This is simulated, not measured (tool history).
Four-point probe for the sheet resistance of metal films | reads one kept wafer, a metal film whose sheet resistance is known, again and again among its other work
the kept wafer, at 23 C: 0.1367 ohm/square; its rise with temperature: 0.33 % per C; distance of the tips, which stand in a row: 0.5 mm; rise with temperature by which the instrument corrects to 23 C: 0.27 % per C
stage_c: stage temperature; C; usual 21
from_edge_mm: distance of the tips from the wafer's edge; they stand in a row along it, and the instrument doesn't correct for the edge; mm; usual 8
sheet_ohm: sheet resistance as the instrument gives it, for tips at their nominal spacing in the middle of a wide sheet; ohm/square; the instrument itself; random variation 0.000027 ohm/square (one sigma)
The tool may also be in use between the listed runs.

run 1 hour=0.0 | stage_c=21 from_edge_mm=8 | sheet_ohm=0.135642
-- hour=60.2 stage's thermometer calibrated
run 2 hour=60.2 | stage_c=21 from_edge_mm=8 | sheet_ohm=0.135738
-- hour=98.2 new probe head fitted
run 3 hour=149.1 | stage_c=20 from_edge_mm=8 | sheet_ohm=0.137187
run 4 hour=219.7 | stage_c=21 from_edge_mm=5 | sheet_ohm=0.137567
run 5 hour=285.1 | stage_c=21 from_edge_mm=5 | sheet_ohm=0.137601
run 6 hour=327.4 | stage_c=21 from_edge_mm=8 | sheet_ohm=0.137010
run 7 hour=409.7 | stage_c=21 from_edge_mm=8 | sheet_ohm=0.136961
run 8 hour=453.2 | stage_c=21 from_edge_mm=8 | sheet_ohm=0.136935
run 9 hour=523.0 | stage_c=21 from_edge_mm=8 | sheet_ohm=0.136830
run 10 hour=587.2 | stage_c=21 from_edge_mm=24 | sheet_ohm=0.136450
run 11 hour=629.8 | stage_c=21 from_edge_mm=71 | sheet_ohm=0.136408
run 12 hour=716.5 | stage_c=21 from_edge_mm=71 | sheet_ohm=0.136299
run 13 hour=763.7 | stage_c=21 from_edge_mm=8 | sheet_ohm=0.136566
run 14 hour=844.4 | stage_c=26 from_edge_mm=60 | sheet_ohm=0.136654
run 15 hour=895.1 | stage_c=20 from_edge_mm=74 | sheet_ohm=0.135995
run 16 hour=975.4 | stage_c=34 from_edge_mm=14 | sheet_ohm=0.137224
run 17 hour=1014.7 | stage_c=34 from_edge_mm=5 | sheet_ohm=0.137786
run 18 hour=1099.8 | stage_c=30 from_edge_mm=71 | sheet_ohm=0.136659
run 19 hour=1143.7 | stage_c=33 from_edge_mm=54 | sheet_ohm=0.136876
run 20 hour=1214.9 | stage_c=33 from_edge_mm=5 | sheet_ohm=0.137468
run 21 hour=1278.5 | stage_c=25 from_edge_mm=6 | sheet_ohm=0.136524
run 22 hour=1355.6 | stage_c=25 from_edge_mm=5 | sheet_ohm=0.136663
run 23 hour=1409.7 | stage_c=34 from_edge_mm=52 | sheet_ohm=0.136597
run 24 hour=1483.5 | stage_c=22 from_edge_mm=43 | sheet_ohm=0.135558

Forecast each of these 5 alternatives for the next run:
run A hour=1553.8 | stage_c=30 from_edge_mm=37 | sheet_ohm=?
run B hour=1553.8 | stage_c=22 from_edge_mm=32 | sheet_ohm=?
run C hour=1553.8 | stage_c=22 from_edge_mm=5 | sheet_ohm=?
run D hour=1553.8 | stage_c=23 from_edge_mm=8 | sheet_ohm=?
run E hour=1553.8 | stage_c=29 from_edge_mm=3 | sheet_ohm=?

run=A sheet_ohm=0.136125
run=B sheet_ohm=0.135414
run=C sheet_ohm=0.136137
run=D sheet_ohm=0.135792
run=E sheet_ohm=0.138018
Without the tool's hidden state the same runs would have given:
run=A sheet_ohm=0.137324
run=B sheet_ohm=0.136611
run=C sheet_ohm=0.137340
run=D sheet_ohm=0.136991
run=E sheet_ohm=0.139234

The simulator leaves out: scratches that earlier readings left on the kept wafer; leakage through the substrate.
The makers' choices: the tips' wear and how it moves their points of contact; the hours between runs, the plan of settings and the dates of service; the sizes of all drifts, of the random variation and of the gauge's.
